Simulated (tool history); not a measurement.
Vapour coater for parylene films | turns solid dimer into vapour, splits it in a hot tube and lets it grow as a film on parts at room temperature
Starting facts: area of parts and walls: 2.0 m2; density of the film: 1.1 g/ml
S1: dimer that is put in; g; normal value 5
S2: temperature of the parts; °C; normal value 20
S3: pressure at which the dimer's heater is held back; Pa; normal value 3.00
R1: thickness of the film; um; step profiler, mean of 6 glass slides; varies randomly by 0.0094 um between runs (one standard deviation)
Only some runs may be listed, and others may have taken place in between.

run 1 day=0.000 | S1=5 S2=20 S3=3.00 | R1=1.323
run 2 day=1.521 | S1=5 S2=20 S3=3.00 | R1=1.349
run 3 day=3.262 | S1=5 S2=13 S3=3.00 | R1=1.679
run 4 day=4.212 | S1=5 S2=13 S3=2.55 | R1=1.727
run 5 day=5.679 | S1=5 S2=13 S3=2.55 | R1=1.710
run 6 day=7.438 | S1=5 S2=13 S3=2.55 | R1=1.732
run 7 day=8.612 | S1=5 S2=20 S3=3.00 | R1=1.318
run 8 day=9.408 | S1=5 S2=20 S3=3.00 | R1=1.300
run 9 day=11.192 | S1=5 S2=20 S3=3.00 | R1=1.310
run 10 day=12.538 | S1=5 S2=20 S3=3.00 | R1=1.301
run 11 day=14.300 | S1=5 S2=12 S3=3.00 | R1=1.698
run 12 day=15.942 | S1=5 S2=12 S3=3.00 | R1=1.684
run 13 day=17.233 | S1=5 S2=12 S3=3.00 | R1=1.660
run 14 day=18.096 | S1=5 S2=12 S3=3.00 | R1=1.661
run 15 day=19.646 | S1=5 S2=12 S3=3.00 | R1=1.600
run 16 day=20.846 | S1=5 S2=12 S3=3.00 | R1=1.590
run 17 day=21.871 | S1=5 S2=20 S3=3.00 | R1=1.211
run 18 day=23.617 | S1=8 S2=20 S3=3.00 | R1=2.246
run 19 day=24.838 | S1=5 S2=20 S3=3.00 | R1=1.407
run 20 day=26.600 | S1=5 S2=22 S3=3.00 | R1=1.296
run 21 day=28.362 | S1=7 S2=22 S3=3.00 | R1=1.811
run 22 day=29.446 | S1=5 S2=20 S3=3.00 | R1=1.363
run 23 day=30.562 | S1=5 S2=20 S3=3.00 | R1=1.374
run 24 day=31.433 | S1=5 S2=20 S3=3.00 | R1=1.364
run 25 day=33.067 | S1=2 S2=27 S3=2.44 | R1=0.453
run 26 day=34.112 | S1=4 S2=12 S3=2.19 | R1=1.492
run 27 day=35.079 | S1=5 S2=21 S3=3.00 | R1=1.302
run 28 day=35.946 | S1=5 S2=21 S3=3.00 | R1=1.288
run 29 day=37.271 | S1=5 S2=21 S3=3.00 | R1=1.279
run 30 day=38.196 | S1=5 S2=21 S3=3.00 | R1=1.273
run 31 day=39.288 | S1=5 S2=21 S3=3.00 | R1=1.275
run 32 day=41.008 | S1=6 S2=15 S3=2.55 | R1=1.920
run 33 day=42.354 | S1=6 S2=15 S3=5.02 | R1=1.666
run 34 day=44.183 | S1=6 S2=15 S3=5.02 | R1=1.646
run 35 day=45.792 | S1=6 S2=15 S3=5.02 | R1=1.635
run 36 day=46.600 | S1=6 S2=15 S3=5.02 | R1=1.640
run 37 day=47.579 | S1=5 S2=17 S3=5.09 | R1=1.247
run 38 day=48.604 | S1=2 S2=22 S3=3.24 | R1=0.466
run 39 day=49.546 | S1=3 S2=14 S3=3.24 | R1=0.909
run 40 day=50.521 | S1=5 S2=28 S3=2.95 | R1=1.075
run 41 day=52.012 | S1=5 S2=28 S3=2.95 | R1=1.067
run 42 day=53.004 | S1=5 S2=28 S3=6.38 | R1=0.912
run 43 day=54.092 | S1=5 S2=28 S3=6.38 | R1=0.909
run 44 day=55.888 | S1=2 S2=28 S3=6.38 | R1=0.350
run 45 day=56.783 | S1=5 S2=25 S3=7.83 | R1=0.939
run 46 day=58.604 | S1=3 S2=20 S3=9.10 | R1=0.651

Withheld: 4 entries from between the runs. Position of each, and hidden state at the listed run before versus the listed run after:
From run 5 to run 6: table's thermometer calibrated (day 6.354)
  vapour lost through the trap's worn valve, %: 5.4 -> 6.1; true temperature of the parts over the reading, C: 0.67 -> -0.06
  measured value less the no-hidden-state value, R1: -0.140 -> -0.109 um
From run 14 to run 15: trap's valve overhauled (day 19.158)
  vapour lost through the trap's worn valve, %: 10.3 -> 13.8; true temperature of the parts over the reading, C: 0.02 -> 0.03
  measured value less the no-hidden-state value, R1: -0.192 -> -0.260 um
From run 17 to run 18: trap's valve overhauled, once more (day 23.329)
  vapour lost through the trap's worn valve, %: 14.6 -> 0.4; true temperature of the parts over the reading, C: 0.05 -> 0.06
  measured value less the no-hidden-state value, R1: -0.208 -> -0.013 um
From run 39 to run 40: trap's valve overhauled (day 50.012)
  vapour lost through the trap's worn valve, %: 10.7 -> 0.4
  measured value less the no-hidden-state value, R1: -0.117 -> -0.015 um
